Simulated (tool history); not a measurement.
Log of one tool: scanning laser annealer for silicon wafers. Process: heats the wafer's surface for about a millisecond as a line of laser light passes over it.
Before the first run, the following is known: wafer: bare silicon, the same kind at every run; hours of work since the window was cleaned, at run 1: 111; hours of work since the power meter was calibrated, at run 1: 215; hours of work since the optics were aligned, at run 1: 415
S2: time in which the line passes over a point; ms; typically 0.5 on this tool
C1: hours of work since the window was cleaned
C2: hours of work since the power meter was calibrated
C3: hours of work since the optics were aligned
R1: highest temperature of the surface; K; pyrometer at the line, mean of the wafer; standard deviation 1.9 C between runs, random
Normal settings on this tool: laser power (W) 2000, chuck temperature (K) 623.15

run 1 hour=0 | laser_power_(W)=2000 S2=0.5 chuck_temperature_(K)=623.15 | C1=111 C2=215 C3=415 | R1=1372.15
run 2 hour=44.4 | laser_power_(W)=2000 S2=0.5 chuck_temperature_(K)=623.15 | C1=141 C2=245 C3=445 | R1=1371.15
run 3 hour=106.3 | laser_power_(W)=2000 S2=0.5 chuck_temperature_(K)=623.15 | C1=182 C2=287 C3=486 | R1=1370.15
run 4 hour=146.5 | laser_power_(W)=2000 S2=0.5 chuck_temperature_(K)=623.15 | C1=209 C2=313 C3=513 | R1=1368.15
run 5 hour=177.7 | laser_power_(W)=2000 S2=0.469 chuck_temperature_(K)=623.15 | C1=230 C2=334 C3=534 | R1=1344.15
run 6 hour=243.2 | laser_power_(W)=1860 S2=0.5 chuck_temperature_(K)=623.15 | C1=274 C2=378 C3=578 | R1=1312.15
run 7 hour=286.5 | laser_power_(W)=1860 S2=0.5 chuck_temperature_(K)=623.15 | C1=303 C2=407 C3=607 | R1=1311.15
run 8 hour=344 | laser_power_(W)=2000 S2=0.5 chuck_temperature_(K)=623.15 | C1=341 C2=446 C3=645 | R1=1362.15
run 9 hour=386.1 | laser_power_(W)=2000 S2=0.5 chuck_temperature_(K)=623.15 | C1=369 C2=474 C3=674 | R1=1362.15
run 10 hour=426.6 | laser_power_(W)=2000 S2=0.5 chuck_temperature_(K)=617.15 | C1=396 C2=501 C3=701 | R1=1354.15
run 11 hour=483.6 | laser_power_(W)=2000 S2=0.5 chuck_temperature_(K)=657.15 | C1=435 C2=539 C3=739 | R1=1392.15
run 12 hour=544.4 | laser_power_(W)=2000 S2=0.405 chuck_temperature_(K)=623.15 | C1=475 C2=580 C3=780 | R1=1273.15
run 13 hour=607.8 | laser_power_(W)=1954 S2=0.5 chuck_temperature_(K)=623.15 | C1=518 C2=622 C3=822 | R1=1338.15
run 14 hour=640.8 | laser_power_(W)=1954 S2=0.5 chuck_temperature_(K)=623.15 | C1=540 C2=644 C3=844 | R1=1339.15
run 15 hour=710.7 | laser_power_(W)=1954 S2=0.5 chuck_temperature_(K)=623.15 | C1=587 C2=691 C3=891 | R1=1337.15
run 16 hour=747.2 | laser_power_(W)=1954 S2=0.5 chuck_temperature_(K)=623.15 | C1=611 C2=716 C3=915 | R1=1338.15
-- hour=755.4 optics aligned, line set to its width
run 17 hour=783 | laser_power_(W)=1954 S2=0.5 chuck_temperature_(K)=623.15 | C1=632 C2=736 C3=19 | R1=1334.15
-- hour=794.6 window over the wafer cleaned
run 18 hour=820.6 | laser_power_(W)=1870 S2=0.38 chuck_temperature_(K)=602.15 | C1=17 C2=760 C3=42 | R1=1196.15
run 19 hour=858.8 | laser_power_(W)=1870 S2=0.38 chuck_temperature_(K)=602.15 | C1=43 C2=786 C3=68 | R1=1197.15
run 20 hour=932.4 | laser_power_(W)=1870 S2=0.38 chuck_temperature_(K)=602.15 | C1=92 C2=835 C3=117 | R1=1197.15
run 21 hour=970.4 | laser_power_(W)=2075 S2=0.38 chuck_temperature_(K)=653.15 | C1=118 C2=860 C3=143 | R1=1316.15
run 22 hour=1026.6 | laser_power_(W)=2075 S2=0.38 chuck_temperature_(K)=653.15 | C1=155 C2=898 C3=180 | R1=1313.15
run 23 hour=1070.5 | laser_power_(W)=2075 S2=0.38 chuck_temperature_(K)=653.15 | C1=185 C2=927 C3=210 | R1=1312.15
run 24 hour=1104.4 | laser_power_(W)=2075 S2=0.38 chuck_temperature_(K)=653.15 | C1=207 C2=950 C3=232 | R1=1310.15
run 25 hour=1163.7 | laser_power_(W)=1795 S2=0.395 chuck_temperature_(K)=657.15 | C1=247 C2=990 C3=272 | R1=1236.15
-- hour=1180.9 optics aligned, line set to its width, once more
run 26 hour=1214.8 | laser_power_(W)=2000 S2=0.364 chuck_temperature_(K)=623.15 | C1=278 C2=1021 C3=23 | R1=1248.15
run 27 hour=1256.6 | laser_power_(W)=2000 S2=0.364 chuck_temperature_(K)=623.15 | C1=306 C2=1049 C3=51 | R1=1246.15

Below are 4 alternative next runs, each starting from the tool's condition after run 27. Predict each:
run A hour=1298.1 | laser_power_(W)=2189 S2=0.5 chuck_temperature_(K)=623.15 | C1=334 C2=1076 C3=78 | R1=?
run B hour=1298.1 | laser_power_(W)=2134 S2=0.567 chuck_temperature_(K)=620.15 | C1=334 C2=1076 C3=78 | R1=?
run C hour=1298.1 | laser_power_(W)=1928 S2=0.364 chuck_temperature_(K)=650.15 | C1=334 C2=1076 C3=78 | R1=?
run D hour=1298.1 | laser_power_(W)=2042 S2=0.397 chuck_temperature_(K)=606.15 | C1=334 C2=1076 C3=78 | R1=?

run=A R1=1438.15
run=B R1=1475.15
run=C R1=1247.15
run=D R1=1272.15
Take away the tool's hidden state, keep each run's random variation, and the runs would have read:
run=A R1=1456.15
run=B R1=1494.15
run=C R1=1260.15
run=D R1=1287.15
